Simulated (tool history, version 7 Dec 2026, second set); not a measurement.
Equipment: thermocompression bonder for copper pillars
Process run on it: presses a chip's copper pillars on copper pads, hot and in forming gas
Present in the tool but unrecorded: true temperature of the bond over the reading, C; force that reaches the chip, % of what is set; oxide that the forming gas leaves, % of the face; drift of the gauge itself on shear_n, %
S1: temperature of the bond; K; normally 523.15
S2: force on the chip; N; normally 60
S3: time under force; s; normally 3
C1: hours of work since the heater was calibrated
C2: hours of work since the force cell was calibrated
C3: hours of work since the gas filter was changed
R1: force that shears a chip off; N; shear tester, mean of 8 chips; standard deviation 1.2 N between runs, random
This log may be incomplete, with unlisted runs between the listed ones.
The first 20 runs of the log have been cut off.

{"run": 21, "hour": 138.0, "S1": 517.15, "S2": 60, "S3": 2, "C1": 90, "C2": 484, "C3": 211, "R1": 89}
{"run": 22, "hour": 146.9, "S1": 517.15, "S2": 51, "S3": 2, "C1": 94, "C2": 488, "C3": 216, "R1": 77.2}
{"run": 23, "hour": 155.1, "S1": 517.15, "S2": 51, "S3": 2, "C1": 98, "C2": 492, "C3": 220, "R1": 78}
{"run": 24, "hour": 160.0, "S1": 523.15, "S2": 45, "S3": 2, "C1": 100, "C2": 494, "C3": 222, "R1": 75.3}
{"run": 25, "hour": 167.5, "S1": 523.15, "S2": 74, "S3": 5, "C1": 104, "C2": 498, "C3": 226, "R1": 131}
{"run": 26, "hour": 175.3, "S1": 551.15, "S2": 78, "S3": 4, "C1": 108, "C2": 502, "C3": 229, "R1": 143.2}
{"run": 27, "hour": 179.7, "S1": 518.15, "S2": 37, "S3": 5, "C1": 110, "C2": 504, "C3": 232, "R1": 78.3}
{"run": 28, "hour": 186.3, "S1": 493.15, "S2": 71, "S3": 3, "C1": 113, "C2": 507, "C3": 235, "R1": 81.9}
{"run": 29, "hour": 194.9, "S1": 531.15, "S2": 39, "S3": 2, "C1": 117, "C2": 511, "C3": 239, "R1": 73.8}
{"run": 30, "hour": 198.9, "S1": 523.15, "S2": 72, "S3": 2, "C1": 119, "C2": 513, "C3": 241, "R1": 111.8}
{"run": 31, "hour": 204.9, "S1": 523.15, "S2": 48, "S3": 2, "C1": 122, "C2": 516, "C3": 244, "R1": 80}
{"run": 32, "hour": 208.9, "S1": 513.15, "S2": 72, "S3": 3, "C1": 124, "C2": 518, "C3": 246, "R1": 110.4}
{"run": 33, "hour": 212.8, "S1": 523.15, "S2": 60, "S3": 4, "C1": 126, "C2": 520, "C3": 248, "R1": 113.5}
{"run": 34, "hour": 219.0, "S1": 523.15, "S2": 52, "S3": 2, "C1": 129, "C2": 523, "C3": 251, "R1": 86.5}
{"run": 35, "hour": 227.5, "S1": 502.15, "S2": 44, "S3": 9, "C1": 133, "C2": 527, "C3": 255, "R1": 87.3}
{"run": 36, "hour": 233.3, "S1": 502.15, "S2": 44, "S3": 9, "C1": 136, "C2": 530, "C3": 258, "R1": 87.9}
{"run": 37, "hour": 242.1, "S1": 502.15, "S2": 44, "S3": 9, "C1": 140, "C2": 534, "C3": 262, "R1": 88}
{"run": 38, "hour": 251.2, "S1": 502.15, "S2": 44, "S3": 9, "C1": 145, "C2": 539, "C3": 266, "R1": 89.2}
{"hour": 257.6, "done": "forming gas filter changed"}
{"run": 39, "hour": 257.8, "S1": 543.15, "S2": 80, "S3": 2, "C1": 148, "C2": 542, "C3": 0, "R1": 135.9}
{"run": 40, "hour": 263.7, "S1": 543.15, "S2": 80, "S3": 2, "C1": 150, "C2": 545, "C3": 3, "R1": 133.9}

What if the next run were any one of these 4? Each begins from the tool's condition after run 40:
{"run": "A", "hour": 272.5, "S1": 543.15, "S2": 71, "S3": 2, "C1": 155, "C2": 549, "C3": 7, "R1": "?"}
{"run": "B", "hour": 272.5, "S1": 514.15, "S2": 60, "S3": 3, "C1": 155, "C2": 549, "C3": 7, "R1": "?"}
{"run": "C", "hour": 272.5, "S1": 521.15, "S2": 69, "S3": 7, "C1": 155, "C2": 549, "C3": 7, "R1": "?"}
{"run": "D", "hour": 272.5, "S1": 541.15, "S2": 43, "S3": 6, "C1": 155, "C2": 549, "C3": 7, "R1": "?"}

run=A R1=129.2
run=B R1=97.6
run=C R1=132.1
run=D R1=121.4
The same runs, with their run-to-run variation unchanged, on a tool lacking any hidden condition would have given:
run=A R1=129.3
run=B R1=97.7
run=C R1=132.2
run=D R1=121.5
